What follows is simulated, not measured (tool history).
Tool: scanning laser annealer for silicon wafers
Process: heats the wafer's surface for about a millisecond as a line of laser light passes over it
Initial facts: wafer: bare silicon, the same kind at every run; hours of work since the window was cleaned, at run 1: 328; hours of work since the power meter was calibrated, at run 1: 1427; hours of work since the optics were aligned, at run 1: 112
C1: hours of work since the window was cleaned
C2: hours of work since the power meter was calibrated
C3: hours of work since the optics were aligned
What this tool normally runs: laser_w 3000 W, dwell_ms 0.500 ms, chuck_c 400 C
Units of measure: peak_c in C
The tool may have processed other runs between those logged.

Run 1, hour 0.0: usual settings; C1 328; C2 1427; C3 112. Result: peak_c 1219 C.
Run 2, hour 66.8: usual settings; C1 377; C2 1476; C3 161. Result: peak_c 1217 C.
Run 3, hour 103.0: usual settings; C1 403; C2 1503; C3 187. Result: peak_c 1218 C.
Run 4, hour 155.7: usual settings; C1 442; C2 1541; C3 226. Result: peak_c 1216 C.
Run 5, hour 195.0: usual settings but dwell_ms 0.562 ms; C1 471; C2 1570; C3 255. Result: peak_c 1260 C.
At hour 206.7: window over the wafer cleaned.
Run 6, hour 236.9: usual settings but dwell_ms 0.562 ms; C1 22; C2 1599; C3 284. Result: peak_c 1261 C.
Run 7, hour 300.4: usual settings but dwell_ms 0.562 ms; C1 68; C2 1645; C3 330. Result: peak_c 1259 C.
Run 8, hour 356.7: usual settings but dwell_ms 0.562 ms; C1 110; C2 1686; C3 371. Result: peak_c 1256 C.
Run 9, hour 415.1: usual settings but dwell_ms 0.562 ms; C1 152; C2 1729; C3 414. Result: peak_c 1261 C.
Run 10, hour 486.8: usual settings but dwell_ms 0.372 ms; C1 205; C2 1781; C3 466. Result: peak_c 1117 C.
Run 11, hour 559.0: usual settings but dwell_ms 0.481 ms; C1 257; C2 1834; C3 519. Result: peak_c 1203 C.
Run 12, hour 593.8: usual settings but dwell_ms 0.481 ms; C1 283; C2 1859; C3 544. Result: peak_c 1203 C.
Run 13, hour 640.0: usual settings but dwell_ms 0.481 ms; C1 316; C2 1893; C3 578. Result: peak_c 1203 C.
Run 14, hour 681.1: usual settings; C1 346; C2 1923; C3 608. Result: peak_c 1218 C.
Run 15, hour 742.5: usual settings; C1 391; C2 1968; C3 653. Result: peak_c 1214 C.
Run 16, hour 774.1: usual settings; C1 414; C2 1991; C3 676. Result: peak_c 1218 C.
Run 17, hour 821.8: usual settings but dwell_ms 0.403 ms; C1 449; C2 2026; C3 711. Result: peak_c 1144 C.
At hour 867.2: window over the wafer cleaned.
Run 18, hour 877.1: usual settings but laser_w 3184 W, dwell_ms 0.383 ms; C1 7; C2 2065; C3 750. Result: peak_c 1172 C.
Run 19, hour 933.8: usual settings but laser_w 2552 W, dwell_ms 0.457 ms, chuck_c 382 C; C1 49; C2 2106; C3 791. Result: peak_c 1049 C.
Run 20, hour 968.4: usual settings but laser_w 2673 W, dwell_ms 0.457 ms, chuck_c 374 C; C1 74; C2 2132; C3 816. Result: peak_c 1071 C.
Run 21, hour 1037.7: usual settings but laser_w 2673 W, dwell_ms 0.457 ms, chuck_c 374 C; C1 125; C2 2182; C3 867. Result: peak_c 1072 C.
Run 22, hour 1101.2: usual settings but chuck_c 360 C; C1 171; C2 2229; C3 913. Result: peak_c 1179 C.
Run 23, hour 1168.3: usual settings but laser_w 2572 W, dwell_ms 0.587 ms; C1 220; C2 2278; C3 963. Result: peak_c 1147 C.
Run 24, hour 1213.3: usual settings but laser_w 3141 W, dwell_ms 0.412 ms, chuck_c 415 C; C1 253; C2 2310; C3 995. Result: peak_c 1202 C.
Run 25, hour 1274.8: usual settings but laser_w 3087 W, dwell_ms 0.412 ms, chuck_c 428 C; C1 298; C2 2355; C3 1040. Result: peak_c 1197 C.
Run 26, hour 1339.8: usual settings but chuck_c 430 C; C1 345; C2 2403; C3 1088. Result: peak_c 1248 C.
Run 27, hour 1381.5: usual settings but laser_w 3077 W, dwell_ms 0.425 ms, chuck_c 420 C; C1 376; C2 2433; C3 1118. Result: peak_c 1202 C.
Run 28, hour 1435.0: usual settings but laser_w 2712 W, dwell_ms 0.540 ms, chuck_c 417 C; C1 415; C2 2472; C3 1157. Result: peak_c 1180 C.
Run 29, hour 1470.4: usual settings but laser_w 3264 W, dwell_ms 0.448 ms, chuck_c 417 C; C1 441; C2 2498; C3 1183. Result: peak_c 1270 C.
At hour 1524.7: window over the wafer cleaned.
Run 30, hour 1539.9: usual settings but laser_w 3264 W, dwell_ms 0.448 ms, chuck_c 417 C; C1 11; C2 2548; C3 1232. Result: peak_c 1268 C.
Run 31, hour 1612.1: usual settings but laser_w 3199 W, chuck_c 377 C; C1 64; C2 2600; C3 1285. Result: peak_c 1249 C.

Forecast run 32:
Run 32, hour 1647.2: usual settings but laser_w 2763 W, chuck_c 362 C; C1 89; C2 2626; C3 1311. Result: peak_c ?.

Run 32 produced peak_c 1114 C.
Minus the tool's unlogged condition, the same run would have read peak_c 1115 C.
